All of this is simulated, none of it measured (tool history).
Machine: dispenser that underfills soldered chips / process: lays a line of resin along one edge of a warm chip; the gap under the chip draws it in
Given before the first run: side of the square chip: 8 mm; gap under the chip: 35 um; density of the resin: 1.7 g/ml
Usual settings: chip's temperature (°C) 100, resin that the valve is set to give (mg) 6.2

run,hour,chip's temperature (°C),resin that the valve is set to give (mg),time until the resin shows at the far edge (s),resin that the valve gave (mg)
1,0,100,6.2,34.2,6
2,5,100,6.2,43.4,5.99
# hour 6.3: new syringe of resin
3,12.9,100,6.2,40.7,5.99
# hour 15.1: new syringe of resin
4,18.3,100,6.2,35.6,5.97
# hour 24.3: new syringe of resin
5,28.1,100,6.2,36.2,5.94
# hour 33.1: new syringe of resin
6,35.8,100,6.2,35.1,5.96
7,40.6,100,6.2,42.4,5.92
# hour 42.2: new syringe of resin
# hour 50.9: new syringe of resin
8,51,100,6.2,30,5.91
9,58.9,100,6.2,43.4,5.87
# hour 60.1: new syringe of resin
10,64.9,100,6.2,38.5,5.87
# hour 69.5: new syringe of resin
11,70,100,6.2,32.1,5.86
12,76.4,100,6.2,42.2,5.81
# hour 78.4: new syringe of resin
13,84.3,100,6.2,40.2,5.8
# hour 87.3: new syringe of resin
14,93.8,100,6.2,41.8,5.81
# hour 96.2: new syringe of resin
15,100.8,85,6.2,77.3,5.77
# hour 105.2: new syringe of resin
16,108.4,85,5.48,75.1,5.03
17,112.8,85,5.48,92.6,5.04
# hour 113.9: new syringe of resin
18,119.4,88,7.15,69.5,6.63
# hour 122.6: new syringe of resin
19,127.6,101,5.86,37.1,5.45
# hour 130.1: dispensing valve cleaned and set on the balance
# hour 133: new syringe of resin
20,138.8,115,5.61,22.1,5.6
# hour 141.7: new syringe of resin
21,144.8,95,6.35,44.2,6.33
22,149.2,95,6.35,55,6.28
# hour 150.7: new syringe of resin
23,157.3,104,5.73,36.3,5.65
# hour 159.5: new syringe of resin
24,165.7,90,7,63.8,6.96
# hour 168.8: new syringe of resin
25,175.7,95,7.39,51.8,7.25
# hour 177.6: new syringe of resin
26,184.4,113,7.5,23.4,7.39
# hour 186.4: new syringe of resin
27,189.7,113,7.5,21.4,7.32
# hour 195.7: new syringe of resin
28,199.5,88,6,67.4,5.83
# hour 204.4: new syringe of resin
29,208.5,95,6,47.5,5.8
# hour 213.1: new syringe of resin
30,216.3,95,6,45.4,5.83
# hour 221.7: new syringe of resin
31,225.9,95,6,48.4,5.8

Below are 3 alternative next runs, each starting from the tool's condition after run 31. Predict each:
# hour 230.9: new syringe of resin
A,232.2,90,5.57,?,?
# hour 230.9: new syringe of resin
B,232.2,108,5.7,?,?
# hour 230.9: new syringe of resin
C,232.2,98,7.43,?,?

run,time until the resin shows at the far edge (s),resin that the valve gave (mg)
A,55.7,5.32
B,24.7,5.4
C,37.6,7.15
Take away the tool's hidden state, keep each run's random variation, and the runs would have read:
run,time until the resin shows at the far edge (s),resin that the valve gave (mg)
A,46.4,5.54
B,20.9,5.62
C,31.8,7.45
